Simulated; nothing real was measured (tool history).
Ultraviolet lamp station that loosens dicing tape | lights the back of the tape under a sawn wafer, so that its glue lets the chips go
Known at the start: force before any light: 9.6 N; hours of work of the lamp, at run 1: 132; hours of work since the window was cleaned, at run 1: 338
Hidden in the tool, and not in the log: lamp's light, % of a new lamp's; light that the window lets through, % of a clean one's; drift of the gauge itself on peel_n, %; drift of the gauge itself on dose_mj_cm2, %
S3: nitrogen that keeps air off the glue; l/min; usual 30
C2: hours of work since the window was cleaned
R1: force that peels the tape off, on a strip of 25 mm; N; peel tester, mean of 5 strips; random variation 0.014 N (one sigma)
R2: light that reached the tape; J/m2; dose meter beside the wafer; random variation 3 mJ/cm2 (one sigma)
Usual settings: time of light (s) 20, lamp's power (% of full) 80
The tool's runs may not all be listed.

Run 1, hour 0: usual settings; hours of work of the lamp 132; C2 338. Result: R1 0.653 N, R2 4550 J/m2.
At hour 23: window cleaned of glue's vapour.
Run 2, hour 50.4: usual settings; hours of work of the lamp 170; C2 21. Result: R1 0.666 N, R2 4590 J/m2.
Run 3, hour 94.7: usual settings; hours of work of the lamp 204; C2 55. Result: R1 0.618 N, R2 4640 J/m2.
Run 4, hour 126.5: usual settings; hours of work of the lamp 228; C2 79. Result: R1 0.694 N, R2 4560 J/m2.
Run 5, hour 179.3: usual settings; hours of work of the lamp 269; C2 119. Result: R1 0.679 N, R2 4540 J/m2.
Run 6, hour 205.3: usual settings; hours of work of the lamp 289; C2 139. Result: R1 0.647 N, R2 4590 J/m2.
Run 7, hour 237.6: usual settings but S3 42 l/min; hours of work of the lamp 313; C2 164. Result: R1 0.574 N, R2 4610 J/m2.
Run 8, hour 283.8: usual settings but S3 15 l/min; hours of work of the lamp 349; C2 199. Result: R1 0.932 N, R2 4550 J/m2.
Run 9, hour 341.1: usual settings but S3 15 l/min; hours of work of the lamp 392; C2 243. Result: R1 0.929 N, R2 4580 J/m2.
Run 10, hour 401.2: usual settings but S3 15 l/min; hours of work of the lamp 438; C2 289. Result: R1 0.95 N, R2 4530 J/m2.
Run 11, hour 446.5: usual settings but time of light (s) 10, lamp's power (% of full) 93, S3 20 l/min; hours of work of the lamp 473; C2 324. Result: R1 2.128 N, R2 2680 J/m2.
Run 12, hour 471.7: usual settings but time of light (s) 10, lamp's power (% of full) 93, S3 11 l/min; hours of work of the lamp 492; C2 343. Result: R1 2.643 N, R2 2660 J/m2.
At hour 489.9: window cleaned of glue's vapour.
Run 13, hour 523.1: usual settings but time of light (s) 10, lamp's power (% of full) 93, S3 11 l/min; hours of work of the lamp 531; C2 25. Result: R1 2.534 N, R2 2690 J/m2.
Run 14, hour 562.8: usual settings but time of light (s) 11, lamp's power (% of full) 93, S3 37 l/min; hours of work of the lamp 562; C2 56. Result: R1 1.476 N, R2 2880 J/m2.
Run 15, hour 614.3: usual settings but time of light (s) 16, lamp's power (% of full) 66, S3 36 l/min; hours of work of the lamp 601; C2 95. Result: R1 1.369 N, R2 3040 J/m2.
Run 16, hour 644.3: usual settings but time of light (s) 33, lamp's power (% of full) 66, S3 36 l/min; hours of work of the lamp 624; C2 118. Result: R1 0.313 N, R2 6200 J/m2.
Run 17, hour 699.6: usual settings but time of light (s) 17, lamp's power (% of full) 66, S3 36 l/min; hours of work of the lamp 666; C2 160. Result: R1 1.265 N, R2 3210 J/m2.
Run 18, hour 754.4: usual settings but time of light (s) 40, lamp's power (% of full) 64, S3 59 l/min; hours of work of the lamp 708; C2 202. Result: R1 0.214 N, R2 7280 J/m2.
Run 19, hour 781.5: usual settings but time of light (s) 12, lamp's power (% of full) 90, S3 16 l/min; hours of work of the lamp 729; C2 223. Result: R1 1.785 N, R2 3070 J/m2.
Run 20, hour 817: usual settings but time of light (s) 12, lamp's power (% of full) 90, S3 16 l/min; hours of work of the lamp 756; C2 250. Result: R1 1.779 N, R2 3080 J/m2.

5 ways to go on from here, each from the tool as it stands after run 20. What would each give?
Run A, hour 865.7: usual settings but time of light (s) 12, lamp's power (% of full) 74, S3 16 l/min; hours of work of the lamp 793; C2 287. Result: R1 ?, R2 ?.
Run B, hour 865.7: usual settings but time of light (s) 28, lamp's power (% of full) 90, S3 16 l/min; hours of work of the lamp 793; C2 287. Result: R1 ?, R2 ?.
Run C, hour 865.7: usual settings but lamp's power (% of full) 66; hours of work of the lamp 793; C2 287. Result: R1 ?, R2 ?.
Run D, hour 865.7: usual settings but time of light (s) 29, lamp's power (% of full) 74, S3 29 l/min; hours of work of the lamp 793; C2 287. Result: R1 ?, R2 ?.
Run E, hour 865.7: usual settings but time of light (s) 31, lamp's power (% of full) 69, S3 10 l/min; hours of work of the lamp 793; C2 287. Result: R1 ?, R2 ?.

run     R1    R2
  A  2.391  2520
  B   0.32  7160
  C  0.991  3760
  D  0.368  6120
  E  0.602  6110
Without the tool's hidden state the same runs would have given:
run     R1    R2
  A  2.378  2530
  B  0.317  7180
  C  0.983  3780
  D  0.364  6140
  E  0.596  6140
